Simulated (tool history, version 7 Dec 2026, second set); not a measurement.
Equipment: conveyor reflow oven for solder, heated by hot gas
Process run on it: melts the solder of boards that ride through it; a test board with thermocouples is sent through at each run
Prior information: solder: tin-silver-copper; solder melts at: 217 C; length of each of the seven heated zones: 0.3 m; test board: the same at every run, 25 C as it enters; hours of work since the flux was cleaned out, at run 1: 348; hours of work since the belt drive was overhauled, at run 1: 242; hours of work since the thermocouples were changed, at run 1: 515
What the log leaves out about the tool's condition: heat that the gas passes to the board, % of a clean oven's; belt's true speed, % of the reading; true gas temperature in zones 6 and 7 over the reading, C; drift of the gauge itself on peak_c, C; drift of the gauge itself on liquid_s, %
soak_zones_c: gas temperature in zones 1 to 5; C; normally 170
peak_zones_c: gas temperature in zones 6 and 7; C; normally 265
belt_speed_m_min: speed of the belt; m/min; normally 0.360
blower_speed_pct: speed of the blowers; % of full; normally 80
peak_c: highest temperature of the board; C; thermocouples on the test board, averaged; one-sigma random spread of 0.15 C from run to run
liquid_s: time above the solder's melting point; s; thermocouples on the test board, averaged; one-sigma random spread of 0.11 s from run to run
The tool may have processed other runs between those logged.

run   hour  soak_zones_c  peak_zones_c  belt_speed_m_min  blower_speed_pct  hours of work since the flux was cleaned out  hours of work since the belt drive was overhauled  hours of work since the thermocouples were changed  peak_c  liquid_s
  1    0.0           170           265             0.360                80                                           348                                                242                                                 515   249.1      71.0
  2   10.1           170           265             0.360                89                                           354                                                247                                                 520   251.0      73.8
  3   21.4           170           265             0.360                53                                           360                                                253                                                 527   240.2      55.9
  4   32.5           170           265             0.360                53                                           366                                                259                                                 532   239.9      55.7
      47.4  -- flux residue cleaned out of gas plates and filters
  5   48.3           170           265             0.360                53                                             0                                                265                                                 538   239.4      54.4
  6   58.5           170           256             0.360                80                                             6                                                270                                                 544   240.5      60.6
  7   66.5           170           256             0.360                80                                            10                                                275                                                 548   240.3      60.7
  8   75.8           170           258             0.360                80                                            15                                                280                                                 553   242.0      62.9
  9   86.2           170           258             0.360                80                                            21                                                285                                                 559   242.4      62.7
      93.4  -- flux residue cleaned out of gas plates and filters, once more
 10   97.3           170           265             0.366                80                                             2                                                288                                                 562   249.5      70.7
 11  104.5           170           265             0.366                80                                             6                                                292                                                 566   249.4      70.4
 12  112.5           170           265             0.366                80                                            10                                                297                                                 570   249.5      70.3
 13  122.5           170           265             0.360                80                                            16                                                302                                                 575   250.0      72.2
 14  130.4           170           265             0.360                80                                            20                                                306                                                 580   250.1      72.3
 15  137.3           170           265             0.360                80                                            24                                                310                                                 583   249.8      72.1
 16  145.6           160           278             0.320                80                                            28                                                314                                                 588   263.7      90.1
 17  157.0           176           260             0.352                86                                            34                                                320                                                 594   248.2      76.0
 18  162.5           176           270             0.309                86                                            37                                                323                                                 597   260.2      98.8
 19  173.5           170           261             0.364                80                                            43                                                329                                                 603   245.9      67.3
 20  184.5           159           265             0.338                73                                            49                                                335                                                 609   248.3      70.3
 21  193.8           159           265             0.338                73                                            54                                                340                                                 613   248.1      69.9
 22  200.4           159           265             0.338                73                                            57                                                344                                                 617   248.1      70.1
 23  211.4           157           265             0.380                80                                            63                                                349                                                 623   245.9      58.5

Alternative continuations, all from the tool just after run 23; predict every row:
  A  223.5           160           265             0.380                80                                            70                                                356                                                 629       ?         ?
  B  223.5           162           277             0.380                66                                            70                                                356                                                 629       ?         ?
  C  223.5           165           265             0.360                80                                            70                                                356                                                 629       ?         ?
  D  223.5           157           265             0.341                80                                            70                                                356                                                 629       ?         ?
  E  223.5           174           265             0.360                81                                            70                                                356                                                 629       ?         ?

run  peak_c  liquid_s
  A   246.4      60.1
  B   252.4      65.0
  C   249.0      69.0
  D   249.4      70.7
  E   250.6      74.8
What these runs would have given with no unlogged condition in the tool:
run  peak_c  liquid_s
  A   248.2      61.6
  B   254.1      66.2
  C   250.7      70.4
  D   251.2      72.2
  E   252.3      76.0
